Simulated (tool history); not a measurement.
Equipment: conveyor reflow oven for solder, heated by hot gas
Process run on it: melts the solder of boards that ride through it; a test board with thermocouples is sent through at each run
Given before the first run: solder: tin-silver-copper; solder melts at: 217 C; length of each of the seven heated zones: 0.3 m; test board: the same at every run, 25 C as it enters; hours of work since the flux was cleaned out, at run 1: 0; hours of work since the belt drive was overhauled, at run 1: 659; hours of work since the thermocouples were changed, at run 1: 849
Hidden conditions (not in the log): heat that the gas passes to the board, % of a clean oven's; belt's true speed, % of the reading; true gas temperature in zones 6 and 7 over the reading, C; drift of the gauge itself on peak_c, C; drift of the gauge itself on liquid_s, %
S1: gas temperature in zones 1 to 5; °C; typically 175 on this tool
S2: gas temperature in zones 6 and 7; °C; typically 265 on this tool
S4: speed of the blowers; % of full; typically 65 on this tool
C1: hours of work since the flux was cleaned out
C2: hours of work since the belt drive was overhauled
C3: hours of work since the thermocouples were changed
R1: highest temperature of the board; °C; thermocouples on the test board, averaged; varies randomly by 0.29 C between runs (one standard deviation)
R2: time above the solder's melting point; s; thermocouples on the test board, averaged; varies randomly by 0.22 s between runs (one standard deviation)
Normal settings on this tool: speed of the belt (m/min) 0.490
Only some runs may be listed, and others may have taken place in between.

{"run": 1, "hour": 0.0, "S1": 175, "S2": 265, "speed of the belt (m/min)": 0.49, "S4": 65, "C1": 0, "C2": 659, "C3": 849, "R1": 247.5, "R2": 51.6}
{"run": 2, "hour": 24.0, "S1": 175, "S2": 265, "speed of the belt (m/min)": 0.49, "S4": 65, "C1": 15, "C2": 674, "C3": 864, "R1": 247.5, "R2": 52.2}
{"run": 3, "hour": 36.9, "S1": 175, "S2": 265, "speed of the belt (m/min)": 0.49, "S4": 65, "C1": 23, "C2": 682, "C3": 872, "R1": 247.1, "R2": 51.7}
{"run": 4, "hour": 58.6, "S1": 175, "S2": 265, "speed of the belt (m/min)": 0.49, "S4": 72, "C1": 37, "C2": 695, "C3": 886, "R1": 248.0, "R2": 52.8}
{"run": 5, "hour": 85.5, "S1": 175, "S2": 265, "speed of the belt (m/min)": 0.49, "S4": 72, "C1": 53, "C2": 712, "C3": 902, "R1": 248.0, "R2": 52.8}
{"run": 6, "hour": 100.9, "S1": 175, "S2": 265, "speed of the belt (m/min)": 0.49, "S4": 72, "C1": 63, "C2": 722, "C3": 912, "R1": 248.0, "R2": 52.7}
{"run": 7, "hour": 124.6, "S1": 175, "S2": 265, "speed of the belt (m/min)": 0.49, "S4": 72, "C1": 78, "C2": 737, "C3": 927, "R1": 248.2, "R2": 53.0}
{"run": 8, "hour": 142.3, "S1": 177, "S2": 265, "speed of the belt (m/min)": 0.49, "S4": 65, "C1": 89, "C2": 748, "C3": 938, "R1": 247.2, "R2": 52.3}
{"run": 9, "hour": 164.7, "S1": 175, "S2": 265, "speed of the belt (m/min)": 0.49, "S4": 65, "C1": 103, "C2": 762, "C3": 952, "R1": 246.3, "R2": 51.0}
{"run": 10, "hour": 179.9, "S1": 175, "S2": 265, "speed of the belt (m/min)": 0.49, "S4": 65, "C1": 112, "C2": 771, "C3": 961, "R1": 245.8, "R2": 50.9}
{"run": 11, "hour": 194.7, "S1": 175, "S2": 275, "speed of the belt (m/min)": 0.49, "S4": 65, "C1": 122, "C2": 780, "C3": 971, "R1": 254.2, "R2": 57.0}
{"run": 12, "hour": 210.0, "S1": 175, "S2": 275, "speed of the belt (m/min)": 0.49, "S4": 65, "C1": 131, "C2": 790, "C3": 980, "R1": 254.6, "R2": 56.7}
{"run": 13, "hour": 227.9, "S1": 175, "S2": 256, "speed of the belt (m/min)": 0.49, "S4": 65, "C1": 142, "C2": 801, "C3": 991, "R1": 238.5, "R2": 44.2}
{"run": 14, "hour": 241.4, "S1": 175, "S2": 256, "speed of the belt (m/min)": 0.49, "S4": 65, "C1": 151, "C2": 810, "C3": 1000, "R1": 238.0, "R2": 43.6}
{"run": 15, "hour": 253.6, "S1": 175, "S2": 265, "speed of the belt (m/min)": 0.49, "S4": 65, "C1": 159, "C2": 817, "C3": 1008, "R1": 245.9, "R2": 50.3}
{"run": 16, "hour": 275.5, "S1": 164, "S2": 279, "speed of the belt (m/min)": 0.519, "S4": 73, "C1": 172, "C2": 831, "C3": 1021, "R1": 255.5, "R2": 50.3}
{"run": 17, "hour": 297.3, "S1": 175, "S2": 262, "speed of the belt (m/min)": 0.49, "S4": 58, "C1": 186, "C2": 845, "C3": 1035, "R1": 241.5, "R2": 46.2}
{"run": 18, "hour": 312.7, "S1": 171, "S2": 263, "speed of the belt (m/min)": 0.49, "S4": 65, "C1": 195, "C2": 854, "C3": 1044, "R1": 243.0, "R2": 46.8}
{"run": 19, "hour": 330.2, "S1": 175, "S2": 265, "speed of the belt (m/min)": 0.558, "S4": 66, "C1": 206, "C2": 865, "C3": 1055, "R1": 240.9, "R2": 39.2}
{"run": 20, "hour": 357.8, "S1": 175, "S2": 278, "speed of the belt (m/min)": 0.481, "S4": 65, "C1": 224, "C2": 882, "C3": 1073, "R1": 256.5, "R2": 59.3}
{"run": 21, "hour": 376.4, "S1": 171, "S2": 262, "speed of the belt (m/min)": 0.531, "S4": 79, "C1": 235, "C2": 894, "C3": 1084, "R1": 241.3, "R2": 41.8}
{"run": 22, "hour": 392.8, "S1": 171, "S2": 262, "speed of the belt (m/min)": 0.531, "S4": 79, "C1": 246, "C2": 904, "C3": 1095, "R1": 242.4, "R2": 41.6}
{"run": 23, "hour": 414.6, "S1": 175, "S2": 265, "speed of the belt (m/min)": 0.456, "S4": 65, "C1": 259, "C2": 918, "C3": 1108, "R1": 246.7, "R2": 56.1}
{"run": 24, "hour": 431.4, "S1": 175, "S2": 276, "speed of the belt (m/min)": 0.537, "S4": 60, "C1": 270, "C2": 928, "C3": 1119, "R1": 249.7, "R2": 47.0}
{"run": 25, "hour": 456.0, "S1": 175, "S2": 256, "speed of the belt (m/min)": 0.537, "S4": 81, "C1": 285, "C2": 944, "C3": 1134, "R1": 237.1, "R2": 38.4}
{"run": 26, "hour": 480.3, "S1": 175, "S2": 256, "speed of the belt (m/min)": 0.537, "S4": 81, "C1": 300, "C2": 959, "C3": 1149, "R1": 236.9, "R2": 38.2}
{"run": 27, "hour": 498.6, "S1": 164, "S2": 254, "speed of the belt (m/min)": 0.445, "S4": 82, "C1": 312, "C2": 970, "C3": 1161, "R1": 238.3, "R2": 46.6}
{"run": 28, "hour": 512.3, "S1": 164, "S2": 254, "speed of the belt (m/min)": 0.445, "S4": 82, "C1": 320, "C2": 979, "C3": 1169, "R1": 238.8, "R2": 46.6}
{"hour": 533.3, "done": "flux residue cleaned out of gas plates and filters"}
{"run": 29, "hour": 540.6, "S1": 164, "S2": 254, "speed of the belt (m/min)": 0.445, "S4": 82, "C1": 5, "C2": 994, "C3": 1184, "R1": 240.6, "R2": 50.2}
{"run": 30, "hour": 568.9, "S1": 163, "S2": 275, "speed of the belt (m/min)": 0.487, "S4": 86, "C1": 22, "C2": 1011, "C3": 1201, "R1": 257.5, "R2": 56.4}

Describe how what the log doesn't record of the tool's condition differs between the last listed run preceding each entry between runs and the first listed run following it.
Run 28 -> run 29: flux residue cleaned out of gas plates and filters (hour 533.3)
  heat that the gas passes to the board, % of a clean oven's: 90.5 -> 99.6; belt's true speed, % of the reading: 98.71 -> 98.69; true gas temperature in zones 6 and 7 over the reading, C: -2.97 -> -3.01
  measured less the result without the state, R1: -4.6 -> -2.5 °C; R2: -5.2 -> -1.5 s
